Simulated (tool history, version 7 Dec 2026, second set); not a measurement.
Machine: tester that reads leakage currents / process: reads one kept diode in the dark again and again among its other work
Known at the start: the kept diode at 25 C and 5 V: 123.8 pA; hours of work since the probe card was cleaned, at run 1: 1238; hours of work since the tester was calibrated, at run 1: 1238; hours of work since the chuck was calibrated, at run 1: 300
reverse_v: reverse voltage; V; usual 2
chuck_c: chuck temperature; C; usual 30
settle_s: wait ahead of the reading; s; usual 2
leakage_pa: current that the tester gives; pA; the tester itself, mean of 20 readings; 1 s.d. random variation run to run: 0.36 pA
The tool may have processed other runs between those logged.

run,hour,reverse_v,chuck_c,settle_s,hours of work since the probe card was cleaned,hours of work since the tester was calibrated,hours of work since the chuck was calibrated,leakage_pa
1,0,2,30,2,1238,1238,300,130.07
2,182.6,2,30,2,1357,1357,418,133.81
3,435.6,2,30,2,1521,1521,583,137.75
4,658.7,2.28,30,2,1666,1666,728,152.29
5,859.1,2,30,2,1796,1796,858,144.52
# hour 902.8: probe card cleaned and baked
6,985.3,2,30,2,54,1877,938,141.96
7,1148.9,2,30,2,160,1983,1045,145.28
# hour 1314.3: chuck's temperature calibrated
8,1346.2,2,30,2,287,2110,21,119.08
9,1462.4,2,30,2,363,2185,96,121.26
10,1592.5,2,30,2,447,2270,181,123.26
11,1749.5,3.1,30,2,549,2372,283,159.01
12,1887.8,6.51,30,2,639,2462,373,245.74
13,2117.4,2,30,2,788,2611,522,131.52
14,2323.8,2,30,2,923,2746,656,134.75
15,2484.4,14.53,30,2,1027,2850,761,414.51
16,2671,14.53,48,2,1148,2971,882,1774.19
17,2946.2,14.53,48,2,1327,3150,1061,1826.26
18,3065.7,8.96,30,0.31,1405,3228,1139,343.98
# hour 3094.4: chuck's temperature calibrated
19,3198.5,2,26,2.28,1490,3313,68,89.7
20,3445.4,2,24,2.28,1651,3474,228,78.52
21,3640.1,9.98,41,2.28,1777,3600,355,806.8
# hour 3698.1: probe card cleaned and baked
22,3888.7,2,22,2.87,124,3760,515,65.49
23,4043.2,4.13,52,2.6,224,3860,615,1198.23
# hour 4186.5: tester calibrated
24,4254.7,4.13,52,2.6,361,44,751,1202.22
25,4505.4,19.01,31,0.36,524,207,914,537.7
26,4723.3,12.58,48,3.99,665,349,1056,1696.54
# hour 4867.8: chuck's temperature calibrated
27,4923.5,12.58,37,3.99,794,478,36,593.93
28,5183.6,16.06,24,3.03,963,647,205,238.69
29,5426.1,3.89,38,6.3,1121,805,363,357.92
30,5545.8,3.89,38,6.3,1199,883,441,362.04
31,5788.1,3.89,38,6.3,1356,1040,598,372.98
32,6005.8,19.94,25,1.22,1498,1182,740,339.88
33,6254.5,1.49,20,5.34,1660,1343,902,50.47
34,6393.7,2,59,2,1750,1434,992,1379.52

Predict each of these 3 candidate next runs independently; none follows another, all start after run 34:
# hour 6499.9: probe card cleaned and baked
A,6604.5,2,59,2.01,68,1569,1127,?
# hour 6499.9: probe card cleaned and baked
B,6604.5,15.39,44,2.52,68,1569,1127,?
# hour 6499.9: probe card cleaned and baked
C,6604.5,2,43,2,68,1569,1127,?

run,leakage_pa
A,1400.47
B,1365.65
C,418.63
Without the tool's unlogged condition, the same runs would have read:
run,leakage_pa
A,1199.07
B,1152.12
C,352.96

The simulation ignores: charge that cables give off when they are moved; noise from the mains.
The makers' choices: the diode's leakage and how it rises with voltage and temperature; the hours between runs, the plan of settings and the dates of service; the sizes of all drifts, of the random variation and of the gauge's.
